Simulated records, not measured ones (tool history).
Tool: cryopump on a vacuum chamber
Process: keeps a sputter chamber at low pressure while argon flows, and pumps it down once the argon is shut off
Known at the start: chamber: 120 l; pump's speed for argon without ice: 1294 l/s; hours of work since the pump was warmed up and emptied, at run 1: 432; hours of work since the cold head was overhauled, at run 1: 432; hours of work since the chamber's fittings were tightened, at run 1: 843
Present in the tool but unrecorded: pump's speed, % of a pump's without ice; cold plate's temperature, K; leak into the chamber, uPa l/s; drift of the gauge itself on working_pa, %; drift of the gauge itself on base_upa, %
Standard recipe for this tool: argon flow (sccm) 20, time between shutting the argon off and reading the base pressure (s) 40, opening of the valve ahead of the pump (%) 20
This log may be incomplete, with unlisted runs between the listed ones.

run	hour	argon flow (sccm)	time between shutting the argon off and reading the base pressure (s)	opening of the valve ahead of the pump (%)	hours of work since the pump was warmed up and emptied	hours of work since the cold head was overhauled	hours of work since the chamber's fittings were tightened	pressure while argon flows (Pa)	pressure after the wait (uPa)
1	0.0	20	40	20	432	432	843	0.1463	5.49
# hour 13.2: pump warmed up, emptied and cooled again
2	13.2	20	40	20	0	439	849	0.1322	4.60
3	30.2	20	40	20	13	452	863	0.1316	4.55
4	48.2	20	40	20	28	466	877	0.1310	4.65
5	56.1	20	40	20	34	473	883	0.1308	4.70
6	66.5	20	40	20	42	481	891	0.1327	4.64
7	83.6	20	40	20	56	494	905	0.1329	4.62
8	99.3	20	40	20	68	507	917	0.1319	4.79
9	108.6	20	40	20	75	514	925	0.1329	4.93
10	118.3	19	126	20	83	522	932	0.1262	2.96
11	132.7	25	40	44	95	533	944	0.0772	4.82
12	150.7	20	62	20	109	548	958	0.1343	3.84
13	162.8	30	40	22	118	557	968	0.1814	4.99
14	171.6	30	40	22	125	564	974	0.1838	5.02
15	187.5	30	40	16	138	577	987	0.2493	5.05
16	197.4	21	48	28	146	584	995	0.1020	4.58
17	212.0	20	40	26	157	596	1006	0.1046	5.19
18	229.3	11	40	57	171	610	1020	0.0270	4.99

Here are 4 independent what-if runs from the current tool condition. What would each one return?
A	245.3	20	99	20	184	622	1033	?	?
B	245.3	20	40	36	184	622	1033	?	?
C	245.3	10	231	54	184	622	1033	?	?
D	245.3	11	62	20	184	622	1033	?	?

run	pressure while argon flows (Pa)	pressure after the wait (uPa)
A	0.1343	3.65
B	0.0764	5.44
C	0.0270	3.00
D	0.0732	4.18
With no hidden state in the tool, these same runs would have given:
run	pressure while argon flows (Pa)	pressure after the wait (uPa)
A	0.1298	1.33
B	0.0719	3.05
C	0.0248	0.70
D	0.0708	1.93
